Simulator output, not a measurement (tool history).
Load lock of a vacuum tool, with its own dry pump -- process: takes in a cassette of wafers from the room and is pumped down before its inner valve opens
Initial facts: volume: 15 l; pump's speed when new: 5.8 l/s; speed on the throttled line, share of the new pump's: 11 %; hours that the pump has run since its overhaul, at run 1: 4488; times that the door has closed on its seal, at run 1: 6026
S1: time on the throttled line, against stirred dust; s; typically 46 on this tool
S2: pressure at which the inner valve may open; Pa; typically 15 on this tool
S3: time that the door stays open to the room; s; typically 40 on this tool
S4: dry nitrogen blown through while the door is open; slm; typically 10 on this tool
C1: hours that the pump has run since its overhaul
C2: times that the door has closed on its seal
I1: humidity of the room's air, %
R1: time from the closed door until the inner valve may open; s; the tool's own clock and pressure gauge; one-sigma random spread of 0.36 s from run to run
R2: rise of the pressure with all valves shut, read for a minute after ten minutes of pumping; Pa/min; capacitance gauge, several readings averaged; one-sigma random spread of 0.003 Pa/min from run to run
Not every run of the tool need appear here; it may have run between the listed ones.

{"run": 1, "hour": 0.0, "S1": 46, "S2": 15, "S3": 40, "S4": 10, "C1": 4488, "C2": 6026, "I1": 45.2, "R1": 64.9, "R2": 0.082}
{"run": 2, "hour": 312.6, "S1": 46, "S2": 15, "S3": 40, "S4": 10, "C1": 4800, "C2": 6823, "I1": 47, "R1": 64.6, "R2": 0.091}
{"run": 3, "hour": 523.3, "S1": 46, "S2": 15, "S3": 40, "S4": 10, "C1": 5011, "C2": 7361, "I1": 47.1, "R1": 65.1, "R2": 0.102}
{"run": 4, "hour": 803.9, "S1": 46, "S2": 15, "S3": 40, "S4": 10, "C1": 5292, "C2": 8077, "I1": 44.7, "R1": 65.6, "R2": 0.099}
{"run": 5, "hour": 1016.5, "S1": 46, "S2": 15, "S3": 40, "S4": 10, "C1": 5504, "C2": 8620, "I1": 41.2, "R1": 64.4, "R2": 0.113}
{"run": 6, "hour": 1350.0, "S1": 46, "S2": 15, "S3": 40, "S4": 10, "C1": 5838, "C2": 9471, "I1": 43.4, "R1": 65.3, "R2": 0.122}
{"run": 7, "hour": 1622.3, "S1": 46, "S2": 15, "S3": 40, "S4": 10, "C1": 6110, "C2": 10166, "I1": 46.6, "R1": 65.1, "R2": 0.132}
{"run": 8, "hour": 1845.7, "S1": 46, "S2": 15, "S3": 189, "S4": 10, "C1": 6333, "C2": 10736, "I1": 44.9, "R1": 65.3, "R2": 0.201}
{"run": 9, "hour": 2088.0, "S1": 46, "S2": 15, "S3": 40, "S4": 10, "C1": 6576, "C2": 11354, "I1": 46.7, "R1": 65.1, "R2": 0.151}
{"run": 10, "hour": 2407.4, "S1": 46, "S2": 15, "S3": 40, "S4": 10, "C1": 6895, "C2": 12169, "I1": 45.1, "R1": 65.7, "R2": 0.159}
{"run": 11, "hour": 2580.6, "S1": 46, "S2": 15, "S3": 40, "S4": 10, "C1": 7068, "C2": 12612, "I1": 46.4, "R1": 65.3, "R2": 0.171}
{"run": 12, "hour": 2974.4, "S1": 46, "S2": 15, "S3": 51, "S4": 10, "C1": 7462, "C2": 13616, "I1": 43.5, "R1": 65.5, "R2": 0.179}
{"run": 13, "hour": 3236.8, "S1": 46, "S2": 15, "S3": 40, "S4": 10, "C1": 7724, "C2": 14286, "I1": 47.3, "R1": 65.8, "R2": 0.201}
{"run": 14, "hour": 3551.9, "S1": 46, "S2": 21, "S3": 40, "S4": 10, "C1": 8040, "C2": 15090, "I1": 44.3, "R1": 64.6, "R2": 0.21}
{"run": 15, "hour": 3886.2, "S1": 46, "S2": 21, "S3": 40, "S4": 10, "C1": 8374, "C2": 15943, "I1": 43, "R1": 64.7, "R2": 0.218}
{"run": 16, "hour": 4212.7, "S1": 46, "S2": 15, "S3": 40, "S4": 5, "C1": 8700, "C2": 16777, "I1": 45.6, "R1": 66.3, "R2": 0.243}
{"run": 17, "hour": 4518.7, "S1": 46, "S2": 15, "S3": 40, "S4": 5, "C1": 9006, "C2": 17558, "I1": 47.5, "R1": 66.2, "R2": 0.258}
{"run": 18, "hour": 4792.1, "S1": 46, "S2": 15, "S3": 40, "S4": 10, "C1": 9280, "C2": 18255, "I1": 43.8, "R1": 66.1, "R2": 0.262}
{"run": 19, "hour": 5057.3, "S1": 46, "S2": 15, "S3": 40, "S4": 10, "C1": 9545, "C2": 18932, "I1": 45.1, "R1": 66.2, "R2": 0.282}
{"run": 20, "hour": 5440.2, "S1": 46, "S2": 15, "S3": 40, "S4": 9, "C1": 9928, "C2": 19910, "I1": 45.9, "R1": 66.3, "R2": 0.29}
{"run": 21, "hour": 5620.7, "S1": 46, "S2": 15, "S3": 40, "S4": 9, "C1": 10108, "C2": 20370, "I1": 44.4, "R1": 66.5, "R2": 0.306}
{"run": 22, "hour": 6019.1, "S1": 46, "S2": 15, "S3": 145, "S4": 9, "C1": 10507, "C2": 21387, "I1": 47.3, "R1": 66, "R2": 0.377}
{"run": 23, "hour": 6349.5, "S1": 46, "S2": 17, "S3": 177, "S4": 10, "C1": 10837, "C2": 22230, "I1": 42.6, "R1": 66.2, "R2": 0.404}
{"run": 24, "hour": 6710.1, "S1": 51, "S2": 15, "S3": 40, "S4": 10, "C1": 11198, "C2": 23150, "I1": 45.7, "R1": 71.6, "R2": 0.367}
{"run": 25, "hour": 6998.2, "S1": 51, "S2": 15, "S3": 40, "S4": 10, "C1": 11486, "C2": 23886, "I1": 45.2, "R1": 71.5, "R2": 0.371}
{"run": 26, "hour": 7367.5, "S1": 91, "S2": 15, "S3": 40, "S4": 10, "C1": 11855, "C2": 24828, "I1": 42.7, "R1": 106.9, "R2": 0.396}
{"run": 27, "hour": 7764.7, "S1": 40, "S2": 16, "S3": 40, "S4": 4, "C1": 12252, "C2": 25842, "I1": 43.9, "R1": 61.7, "R2": 0.424}
{"run": 28, "hour": 8092.0, "S1": 46, "S2": 12, "S3": 90, "S4": 10, "C1": 12580, "C2": 26677, "I1": 43.7, "R1": 67.8, "R2": 0.474}
{"run": 29, "hour": 8388.4, "S1": 28, "S2": 15, "S3": 71, "S4": 40, "C1": 12876, "C2": 27434, "I1": 47.1, "R1": 51.9, "R2": 0.464}
{"run": 30, "hour": 8689.4, "S1": 60, "S2": 28, "S3": 30, "S4": 40, "C1": 13177, "C2": 28202, "I1": 45.4, "R1": 78.2, "R2": 0.472}
{"run": 31, "hour": 9081.0, "S1": 59, "S2": 28, "S3": 30, "S4": 40, "C1": 13569, "C2": 29201, "I1": 43.9, "R1": 76.7, "R2": 0.497}
{"run": 32, "hour": 9289.7, "S1": 24, "S2": 20, "S3": 69, "S4": 16, "C1": 13777, "C2": 29734, "I1": 47.6, "R1": 47.6, "R2": 0.539}
{"run": 33, "hour": 9674.9, "S1": 24, "S2": 20, "S3": 69, "S4": 16, "C1": 14162, "C2": 30717, "I1": 42.6, "R1": 47.5, "R2": 0.552}
{"run": 34, "hour": 9963.7, "S1": 24, "S2": 28, "S3": 90, "S4": 13, "C1": 14451, "C2": 31454, "I1": 46.9, "R1": 46.5, "R2": 0.597}
{"hour": 10090.8, "done": "dry pump taken out, an overhauled one fitted"}
{"run": 35, "hour": 10355.0, "S1": 24, "S2": 17, "S3": 90, "S4": 8, "C1": 264, "C2": 32437, "I1": 44.3, "R1": 44, "R2": 0.621}
{"run": 36, "hour": 10716.8, "S1": 34, "S2": 28, "S3": 29, "S4": 17, "C1": 626, "C2": 33361, "I1": 46.1, "R1": 51.4, "R2": 0.621}

Describe how what the log doesn't record of the tool's condition differs between the last listed run preceding each entry between runs and the first listed run following it.
Between runs 34 and 35: dry pump taken out, an overhauled one fitted (hour 10090.8)
  pump's speed, % of a new pump's: 82.7 -> 99.7; leak at the door's seal, Pa l/s: 0.135 -> 0.1416
  measured result minus the result with no hidden state, R1: +3.9 -> +0.1 s; R2: +0.533 -> +0.556 Pa/min
